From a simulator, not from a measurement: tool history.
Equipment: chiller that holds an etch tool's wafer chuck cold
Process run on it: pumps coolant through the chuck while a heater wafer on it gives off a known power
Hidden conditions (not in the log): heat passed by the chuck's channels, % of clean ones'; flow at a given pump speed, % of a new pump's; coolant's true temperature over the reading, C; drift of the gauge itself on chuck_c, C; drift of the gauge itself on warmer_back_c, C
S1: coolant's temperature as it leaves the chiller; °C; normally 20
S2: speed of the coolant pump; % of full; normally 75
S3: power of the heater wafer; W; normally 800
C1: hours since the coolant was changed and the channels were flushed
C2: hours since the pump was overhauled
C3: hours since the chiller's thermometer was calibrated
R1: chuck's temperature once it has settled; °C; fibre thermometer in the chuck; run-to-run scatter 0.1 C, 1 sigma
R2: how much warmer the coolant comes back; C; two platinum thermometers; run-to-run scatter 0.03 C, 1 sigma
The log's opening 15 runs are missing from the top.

Run 16, hour 603.8: usual settings but S2 91 % of full; C1 2427; C2 1510; C3 1358. Result: R1 26.7 °C, R2 2.23 C.
Run 17, hour 647.0: usual settings but S1 10 °C, S2 87 % of full, S3 668 W; C1 2470; C2 1553; C3 1402. Result: R1 15.8 °C, R2 1.97 C.
Run 18, hour 700.0: usual settings but S1 10 °C, S2 87 % of full, S3 668 W; C1 2523; C2 1606; C3 1455. Result: R1 15.8 °C, R2 1.95 C.
Run 19, hour 741.9: usual settings but S3 1097 W; C1 2565; C2 1648; C3 1496. Result: R1 30.9 °C, R2 3.75 C.
Run 20, hour 786.7: usual settings but S1 17 °C, S3 1097 W; C1 2610; C2 1693; C3 1541. Result: R1 28.0 °C, R2 3.77 C.
Run 21, hour 818.6: usual settings but S1 17 °C, S2 74 % of full, S3 858 W; C1 2642; C2 1725; C3 1573. Result: R1 25.7 °C, R2 2.98 C.
Run 22, hour 847.6: usual settings but S1 17 °C, S2 88 % of full, S3 1007 W; C1 2671; C2 1754; C3 1602. Result: R1 25.8 °C, R2 2.91 C.
Run 23, hour 878.3: usual settings but S1 17 °C, S2 88 % of full, S3 1007 W; C1 2701; C2 1785; C3 1633. Result: R1 26.0 °C, R2 2.94 C.
Run 24, hour 904.3: usual settings but S1 17 °C, S2 88 % of full, S3 1007 W; C1 2727; C2 1811; C3 1659. Result: R1 25.9 °C, R2 2.91 C.

Run 25 comes next. What will it give?
Run 25, hour 944.9: usual settings but S1 17 °C, S2 88 % of full, S3 1007 W; C1 2768; C2 1851; C3 1699. Result: R1 ?, R2 ?.

R1: 26.1 °C
R2: 2.94 C
Without the tool's hidden state the same run would have given R1 24.6 °C, R2 2.78 C.

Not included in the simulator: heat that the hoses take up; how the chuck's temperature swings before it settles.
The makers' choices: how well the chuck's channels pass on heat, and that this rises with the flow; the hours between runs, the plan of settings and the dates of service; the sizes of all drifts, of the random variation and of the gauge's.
